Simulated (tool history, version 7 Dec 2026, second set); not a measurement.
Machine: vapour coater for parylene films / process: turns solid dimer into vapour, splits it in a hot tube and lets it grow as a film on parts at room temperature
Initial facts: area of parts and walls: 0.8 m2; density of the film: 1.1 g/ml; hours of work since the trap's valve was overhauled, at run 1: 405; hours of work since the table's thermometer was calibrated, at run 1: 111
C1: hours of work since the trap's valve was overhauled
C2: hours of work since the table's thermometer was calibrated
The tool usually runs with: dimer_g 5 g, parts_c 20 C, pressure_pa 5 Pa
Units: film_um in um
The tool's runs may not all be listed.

run 1 hour=0 | dimer_g=5 parts_c=20 pressure_pa=5 | C1=405 C2=111 | film_um=3.6
run 2 hour=61.5 | dimer_g=5 parts_c=20 pressure_pa=5 | C1=438 C2=144 | film_um=3.54
run 3 hour=99.4 | dimer_g=5 parts_c=20 pressure_pa=5 | C1=459 C2=164 | film_um=3.56
-- hour=129.1 trap's valve overhauled
run 4 hour=172.5 | dimer_g=5 parts_c=20 pressure_pa=5 | C1=23 C2=202 | film_um=3.44
run 5 hour=244.1 | dimer_g=5 parts_c=20 pressure_pa=5 | C1=62 C2=240 | film_um=3.4
run 6 hour=281.7 | dimer_g=5 parts_c=20 pressure_pa=5 | C1=82 C2=260 | film_um=3.36
run 7 hour=333.7 | dimer_g=5 parts_c=20 pressure_pa=5 | C1=110 C2=288 | film_um=3.3
run 8 hour=388.1 | dimer_g=5 parts_c=20 pressure_pa=6.18 | C1=139 C2=317 | film_um=3.21
run 9 hour=436 | dimer_g=2 parts_c=20 pressure_pa=5 | C1=165 C2=343 | film_um=1.3
-- hour=473.8 trap's valve overhauled, once more
run 10 hour=489 | dimer_g=2 parts_c=20 pressure_pa=5 | C1=8 C2=369 | film_um=1.66
run 11 hour=562.6 | dimer_g=7 parts_c=18 pressure_pa=5 | C1=48 C2=409 | film_um=6.16
run 12 hour=620.7 | dimer_g=2 parts_c=29 pressure_pa=10.17 | C1=79 C2=440 | film_um=0.98
run 13 hour=684.7 | dimer_g=3 parts_c=16 pressure_pa=2.63 | C1=113 C2=474 | film_um=3.02
run 14 hour=757.5 | dimer_g=3 parts_c=29 pressure_pa=5 | C1=152 C2=513 | film_um=1.53
run 15 hour=821.3 | dimer_g=5 parts_c=15 pressure_pa=3.57 | C1=187 C2=548 | film_um=5.08
run 16 hour=878.9 | dimer_g=9 parts_c=15 pressure_pa=2.44 | C1=217 C2=579 | film_um=9.2
run 17 hour=936.7 | dimer_g=4 parts_c=13 pressure_pa=5 | C1=248 C2=610 | film_um=4.16
run 18 hour=997.6 | dimer_g=3 parts_c=13 pressure_pa=7.25 | C1=281 C2=642 | film_um=2.94
run 19 hour=1044.6 | dimer_g=2 parts_c=28 pressure_pa=5.64 | C1=306 C2=667 | film_um=1.02
run 20 hour=1114.4 | dimer_g=4 parts_c=25 pressure_pa=5.66 | C1=344 C2=705 | film_um=2.32

Describe how what the log doesn't record of the tool's condition differs between the last listed run preceding each entry between runs and the first listed run following it.
After run 3, before run 4: trap's valve overhauled (hour 129.1)
  vapour lost through the trap's worn valve, %: 13.4 -> 16.9; true temperature of the parts over the reading, C: 0.2 -> 0.22
  measured minus no-state result, film_um: -0.59 -> -0.74 um
After run 9, before run 10: trap's valve overhauled, once more (hour 473.8)
  vapour lost through the trap's worn valve, %: 20.7 -> 0.4; true temperature of the parts over the reading, C: 0.33 -> 0.35
  measured minus no-state result, film_um: -0.36 -> -0.03 um
